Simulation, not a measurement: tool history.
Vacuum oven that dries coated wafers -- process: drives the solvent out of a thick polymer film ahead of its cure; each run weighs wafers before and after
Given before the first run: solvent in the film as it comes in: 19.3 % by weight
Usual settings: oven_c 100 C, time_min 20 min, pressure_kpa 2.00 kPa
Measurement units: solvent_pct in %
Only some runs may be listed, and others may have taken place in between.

| run | day | oven_c | time_min | pressure_kpa | solvent_pct |
|---|---|---|---|---|---|
| 1 | 0.000 | 100 | 20 | 2.00 | 5.16 |
| 2 | 0.521 | 100 | 20 | 2.00 | 5.17 |
| 3 | 1.100 | 100 | 15 | 2.00 | 6.80 |
| 4 | 1.429 | 100 | 20 | 2.00 | 5.07 |
| 5 | 1.988 | 87 | 20 | 2.00 | 8.76 |
| 6 | 2.571 | 87 | 20 | 2.00 | 8.87 |
| 7 | 3.150 | 87 | 20 | 2.00 | 8.79 |
| 8 | 3.558 | 90 | 20 | 2.00 | 7.89 |
|  | 3.696 | oven's thermocouples calibrated |
| 9 | 4.329 | 90 | 20 | 2.00 | 8.08 |
| 10 | 5.008 | 90 | 20 | 2.00 | 7.96 |
| 11 | 5.588 | 90 | 20 | 2.00 | 8.05 |
| 12 | 6.067 | 94 | 20 | 2.00 | 7.07 |
|  | 6.388 | oven's thermocouples calibrated, once more |
| 13 | 6.538 | 94 | 20 | 2.00 | 6.53 |
| 14 | 6.979 | 114 | 30 | 2.00 | 1.09 |
| 15 | 7.342 | 94 | 20 | 2.00 | 6.60 |
| 16 | 7.979 | 91 | 31 | 2.24 | 5.28 |
| 17 | 8.625 | 91 | 31 | 2.24 | 5.19 |
| 18 | 9.067 | 91 | 31 | 2.24 | 5.32 |
| 19 | 9.667 | 107 | 20 | 1.46 | 3.13 |
| 20 | 10.217 | 107 | 20 | 1.46 | 3.12 |
| 21 | 10.762 | 91 | 20 | 5.64 | 9.32 |
| 22 | 11.079 | 112 | 14 | 2.00 | 3.92 |
| 23 | 11.558 | 100 | 20 | 1.22 | 4.72 |
| 24 | 11.908 | 97 | 30 | 4.04 | 4.89 |
| 25 | 12.288 | 97 | 25 | 1.47 | 4.32 |

Each row is a separate what-if for the run after 25, all from the same tool condition, not one after another. Results?
| A | 12.954 | 86 | 27 | 1.30 | ? |
| B | 12.954 | 97 | 25 | 3.26 | ? |
| C | 12.954 | 110 | 15 | 2.00 | ? |

| run | solvent_pct |
|---|---|
| A | 7.04 |
| B | 5.18 |
| C | 4.09 |
Had the tool no hidden state, the same runs would have come out as:
| run | solvent_pct |
|---|---|
| A | 6.71 |
| B | 4.90 |
| C | 3.87 |

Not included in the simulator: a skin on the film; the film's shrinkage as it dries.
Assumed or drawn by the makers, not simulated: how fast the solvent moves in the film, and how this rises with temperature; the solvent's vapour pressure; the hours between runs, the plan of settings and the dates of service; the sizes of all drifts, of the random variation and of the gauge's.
